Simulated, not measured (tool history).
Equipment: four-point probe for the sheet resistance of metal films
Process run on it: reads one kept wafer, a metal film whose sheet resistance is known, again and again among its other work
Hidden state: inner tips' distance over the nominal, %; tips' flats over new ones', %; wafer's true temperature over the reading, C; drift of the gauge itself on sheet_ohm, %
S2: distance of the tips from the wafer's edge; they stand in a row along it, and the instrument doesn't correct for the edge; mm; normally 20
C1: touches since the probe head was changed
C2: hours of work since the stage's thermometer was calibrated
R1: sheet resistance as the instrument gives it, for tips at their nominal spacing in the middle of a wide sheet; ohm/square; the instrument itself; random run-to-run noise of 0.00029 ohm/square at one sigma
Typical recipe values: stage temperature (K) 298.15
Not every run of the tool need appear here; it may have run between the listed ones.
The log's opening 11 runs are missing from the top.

Run 12, hour 224.7: usual settings; C1 5843; C2 111. Result: R1 1.469881 ohm/square.
Run 13, hour 243.3: usual settings but S2 7 mm; C1 6189; C2 121. Result: R1 1.492358 ohm/square.
Run 14, hour 267.6: usual settings but stage temperature (K) 304.15; C1 6641; C2 134. Result: R1 1.474892 ohm/square.
Run 15, hour 281.1: usual settings but stage temperature (K) 301.15; C1 6890; C2 142. Result: R1 1.472 ohm/square.
Run 16, hour 305.9: usual settings but stage temperature (K) 291.15; C1 7351; C2 155. Result: R1 1.46376 ohm/square.
Run 17, hour 319.3: usual settings; C1 7601; C2 162. Result: R1 1.470182 ohm/square.
Run 18, hour 348.6: usual settings but stage temperature (K) 294.15, S2 16 mm; C1 8145; C2 178. Result: R1 1.468418 ohm/square.
Run 19, hour 373.6: usual settings but stage temperature (K) 293.15, S2 9 mm; C1 8609; C2 191. Result: R1 1.477647 ohm/square.
Run 20, hour 396.4: usual settings but stage temperature (K) 301.15, S2 3 mm; C1 9033; C2 203. Result: R1 1.596869 ohm/square.
Run 21, hour 410.5: usual settings but stage temperature (K) 301.15, S2 3 mm; C1 9295; C2 211. Result: R1 1.597114 ohm/square.
Run 22, hour 430.2: usual settings but stage temperature (K) 294.15, S2 41 mm; C1 9661; C2 221. Result: R1 1.46378 ohm/square.
Run 23, hour 444.2: usual settings but stage temperature (K) 292.15, S2 4 mm; C1 9922; C2 229. Result: R1 1.536544 ohm/square.
Run 24, hour 470.1: usual settings but stage temperature (K) 292.15, S2 4 mm; C1 10403; C2 243. Result: R1 1.53633 ohm/square.
Run 25, hour 488.9: usual settings but stage temperature (K) 293.15, S2 58 mm; C1 10752; C2 253. Result: R1 1.462098 ohm/square.
Run 26, hour 506.1: usual settings but stage temperature (K) 293.15, S2 58 mm; C1 11072; C2 262. Result: R1 1.462515 ohm/square.
Run 27, hour 525.9: usual settings but stage temperature (K) 303.15, S2 15 mm; C1 11439; C2 273. Result: R1 1.475924 ohm/square.
Run 28, hour 545.2: usual settings but stage temperature (K) 295.15, S2 39 mm; C1 11798; C2 283. Result: R1 1.464372 ohm/square.
Run 29, hour 561.6: usual settings but S2 4 mm; C1 12103; C2 292. Result: R1 1.540941 ohm/square.
Run 30, hour 576.6: usual settings but stage temperature (K) 291.15, S2 9 mm; C1 12381; C2 300. Result: R1 1.475407 ohm/square.
Run 31, hour 590.5: usual settings but S2 21 mm; C1 12641; C2 307. Result: R1 1.469267 ohm/square.
Run 32, hour 605.2: usual settings but S2 21 mm; C1 12913; C2 315. Result: R1 1.468644 ohm/square.
Run 33, hour 621.3: usual settings but S2 5 mm; C1 13212; C2 324. Result: R1 1.515316 ohm/square.

What if the next run were any one of these 4? Each begins from the tool's condition after run 33:
Run A, hour 643.5: usual settings but S2 31 mm; C1 13625; C2 336. Result: R1 ?.
Run B, hour 643.5: usual settings but stage temperature (K) 306.15, S2 44 mm; C1 13625; C2 336. Result: R1 ?.
Run C, hour 643.5: usual settings but stage temperature (K) 308.15, S2 6 mm; C1 13625; C2 336. Result: R1 ?.
Run D, hour 643.5: usual settings but stage temperature (K) 307.15, S2 3 mm; C1 13625; C2 336. Result: R1 ?.

run        R1
  A  1.467469
  B  1.472999
  C  1.508635
  D  1.601697
Without the tool's hidden state the same runs would have given:
run        R1
  A  1.469354
  B  1.474888
  C  1.510565
  D  1.603736
